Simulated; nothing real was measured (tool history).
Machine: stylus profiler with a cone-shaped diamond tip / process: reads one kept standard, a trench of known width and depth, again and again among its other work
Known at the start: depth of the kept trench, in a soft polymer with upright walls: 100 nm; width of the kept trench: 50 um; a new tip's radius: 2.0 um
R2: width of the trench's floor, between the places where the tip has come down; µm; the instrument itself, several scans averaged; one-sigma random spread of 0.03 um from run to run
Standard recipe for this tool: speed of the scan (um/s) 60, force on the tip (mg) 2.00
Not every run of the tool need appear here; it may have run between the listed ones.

Run 1, hour 0.0: usual settings. Result: depth of the trench (Å) 1006.0, R2 48.55 µm.
Run 2, hour 120.8: usual settings. Result: depth of the trench (Å) 1006.3, R2 48.53 µm.
Run 3, hour 184.6: usual settings but force on the tip (mg) 1.87. Result: depth of the trench (Å) 1006.1, R2 48.54 µm.
Run 4, hour 272.0: usual settings but speed of the scan (um/s) 89. Result: depth of the trench (Å) 1007.7, R2 48.37 µm.
Run 5, hour 404.0: usual settings but speed of the scan (um/s) 89. Result: depth of the trench (Å) 1008.9, R2 48.39 µm.
Run 6, hour 524.5: usual settings but speed of the scan (um/s) 37. Result: depth of the trench (Å) 1008.1, R2 48.54 µm.
Run 7, hour 613.5: usual settings but speed of the scan (um/s) 37. Result: depth of the trench (Å) 1009.8, R2 48.55 µm.
Run 8, hour 707.6: usual settings but force on the tip (mg) 1.23. Result: depth of the trench (Å) 1006.6, R2 48.38 µm.
Run 9, hour 788.1: usual settings but force on the tip (mg) 1.23. Result: depth of the trench (Å) 1007.3, R2 48.39 µm.
Run 10, hour 878.7: usual settings but force on the tip (mg) 1.23. Result: depth of the trench (Å) 1006.1, R2 48.43 µm.
Run 11, hour 963.5: usual settings but force on the tip (mg) 1.23. Result: depth of the trench (Å) 1007.7, R2 48.45 µm.
Run 12, hour 1065.5: usual settings but force on the tip (mg) 1.51. Result: depth of the trench (Å) 1007.6, R2 48.40 µm.
Run 13, hour 1134.5: usual settings but force on the tip (mg) 1.51. Result: depth of the trench (Å) 1007.2, R2 48.37 µm.
Run 14, hour 1197.2: usual settings but force on the tip (mg) 1.51. Result: depth of the trench (Å) 1007.7, R2 48.38 µm.
Run 15, hour 1270.9: usual settings but speed of the scan (um/s) 154. Result: depth of the trench (Å) 1009.6, R2 48.17 µm.
Run 16, hour 1367.3: usual settings but force on the tip (mg) 2.53. Result: depth of the trench (Å) 1010.4, R2 48.39 µm.
Run 17, hour 1465.7: usual settings but force on the tip (mg) 2.53. Result: depth of the trench (Å) 1010.4, R2 48.42 µm.
Run 18, hour 1566.0: usual settings but speed of the scan (um/s) 217, force on the tip (mg) 2.53. Result: depth of the trench (Å) 1011.0, R2 48.01 µm.
Run 19, hour 1650.1: usual settings but speed of the scan (um/s) 217, force on the tip (mg) 1.74. Result: depth of the trench (Å) 1008.4, R2 48.01 µm.
Run 20, hour 1777.8: usual settings. Result: depth of the trench (Å) 1010.4, R2 48.32 µm.
Run 21, hour 1882.6: usual settings. Result: depth of the trench (Å) 1012.0, R2 48.29 µm.
At hour 1893.2: height scale calibrated on a step standard.
Run 22, hour 1986.0: usual settings. Result: depth of the trench (Å) 1012.3, R2 48.35 µm.
Run 23, hour 2045.0: usual settings but force on the tip (mg) 1.97. Result: depth of the trench (Å) 1013.2, R2 48.28 µm.
Run 24, hour 2157.7: usual settings but speed of the scan (um/s) 132, force on the tip (mg) 5.20. Result: depth of the trench (Å) 1017.4, R2 48.25 µm.
Run 25, hour 2229.7: usual settings but speed of the scan (um/s) 150. Result: depth of the trench (Å) 1013.7, R2 48.12 µm.
At hour 2318.4: height scale calibrated on a step standard, once more.
Run 26, hour 2343.1: usual settings but speed of the scan (um/s) 30. Result: depth of the trench (Å) 1005.9, R2 48.37 µm.
Run 27, hour 2463.4: usual settings but speed of the scan (um/s) 191, force on the tip (mg) 5.64. Result: depth of the trench (Å) 1011.7, R2 48.16 µm.
Run 28, hour 2558.1: usual settings but speed of the scan (um/s) 191, force on the tip (mg) 5.64. Result: depth of the trench (Å) 1013.0, R2 48.17 µm.
Run 29, hour 2621.7: usual settings but speed of the scan (um/s) 118, force on the tip (mg) 2.34. Result: depth of the trench (Å) 1006.7, R2 48.17 µm.
Run 30, hour 2704.8: usual settings but speed of the scan (um/s) 72, force on the tip (mg) 0.75. Result: depth of the trench (Å) 1004.4, R2 48.10 µm.
Run 31, hour 2766.2: usual settings but speed of the scan (um/s) 16, force on the tip (mg) 3.58. Result: depth of the trench (Å) 1009.9, R2 48.39 µm.
Run 32, hour 2843.2: usual settings but speed of the scan (um/s) 25, force on the tip (mg) 1.63. Result: depth of the trench (Å) 1006.9, R2 48.31 µm.
Run 33, hour 2915.1: usual settings but speed of the scan (um/s) 45, force on the tip (mg) 1.29. Result: depth of the trench (Å) 1006.3, R2 48.19 µm.
Run 34, hour 2980.7: usual settings but speed of the scan (um/s) 45, force on the tip (mg) 1.29. Result: depth of the trench (Å) 1005.1, R2 48.21 µm.
Run 35, hour 3087.1: usual settings but speed of the scan (um/s) 45, force on the tip (mg) 1.29. Result: depth of the trench (Å) 1007.3, R2 48.23 µm.
Run 36, hour 3217.0: usual settings but speed of the scan (um/s) 67, force on the tip (mg) 4.10. Result: depth of the trench (Å) 1011.2, R2 48.21 µm.
Run 37, hour 3320.7: usual settings but speed of the scan (um/s) 25, force on the tip (mg) 0.72. Result: depth of the trench (Å) 1005.2, R2 48.25 µm.
Run 38, hour 3376.8: usual settings but speed of the scan (um/s) 25, force on the tip (mg) 0.72. Result: depth of the trench (Å) 1005.4, R2 48.17 µm.
Run 39, hour 3497.6: usual settings but speed of the scan (um/s) 31, force on the tip (mg) 1.63. Result: depth of the trench (Å) 1008.3, R2 48.21 µm.
Run 40, hour 3569.9: usual settings but speed of the scan (um/s) 31, force on the tip (mg) 1.63. Result: depth of the trench (Å) 1008.0, R2 48.17 µm.
Run 41, hour 3700.5: usual settings but speed of the scan (um/s) 233, force on the tip (mg) 2.55. Result: depth of the trench (Å) 1009.4, R2 47.85 µm.
Run 42, hour 3806.3: usual settings but speed of the scan (um/s) 67, force on the tip (mg) 3.84. Result: depth of the trench (Å) 1012.8, R2 48.16 µm.
Run 43, hour 3881.9: usual settings but speed of the scan (um/s) 50, force on the tip (mg) 1.75. Result: depth of the trench (Å) 1008.8, R2 48.13 µm.
Run 44, hour 3960.3: usual settings but speed of the scan (um/s) 16, force on the tip (mg) 1.26. Result: depth of the trench (Å) 1008.2, R2 48.18 µm.
Run 45, hour 4082.7: usual settings but speed of the scan (um/s) 32, force on the tip (mg) 2.58. Result: depth of the trench (Å) 1010.1, R2 48.19 µm.

For each run, the measured value with the value that run would have given without the tool's hidden condition subtracted. The run-to-run variation is shared by both, the gauge scatter possibly not:
The tool's hidden condition here consists of: radius of the tip, um; height scale over the true one, %; drift of the gauge itself on depth_nm, %; drift of the gauge itself on floor_um, %.
run  depth of the trench (Å)     R2
  1                     +0.9  -0.07
  2                     +1.0  -0.08
  3                     +1.1  -0.09
  4                     +1.3  -0.11
  5                     +1.6  -0.12
  6                     +1.8  -0.13
  7                     +2.0  -0.15
  8                     +2.1  -0.16
  9                     +2.3  -0.17
 10                     +2.4  -0.18
 11                     +2.6  -0.19
 12                     +2.7  -0.20
 13                     +2.9  -0.21
 14                     +3.0  -0.22
 15                     +3.1  -0.23
 16                     +3.3  -0.24
 17                     +3.4  -0.25
 18                     +3.6  -0.26
 19                     +3.8  -0.27
 20                     +4.0  -0.28
 21                     +4.1  -0.29
 22                     +6.5  -0.30
 23                     +6.6  -0.31
 24                     +6.8  -0.32
 25                     +6.9  -0.33
 26                     -0.2  -0.34
 27                     +0.1  -0.35
 28                     +0.2  -0.37
 29                     +0.4  -0.38
 30                     +0.5  -0.38
 31                     +0.6  -0.39
 32                     +0.7  -0.40
 33                     +0.9  -0.41
 34                     +1.0  -0.41
 35                     +1.2  -0.42
 36                     +1.4  -0.43
 37                     +1.6  -0.44
 38                     +1.7  -0.45
 39                     +1.9  -0.46
 40                     +2.1  -0.47
 41                     +2.3  -0.48
 42                     +2.6  -0.49
 43                     +2.6  -0.50
 44                     +2.8  -0.51
 45                     +3.1  -0.51
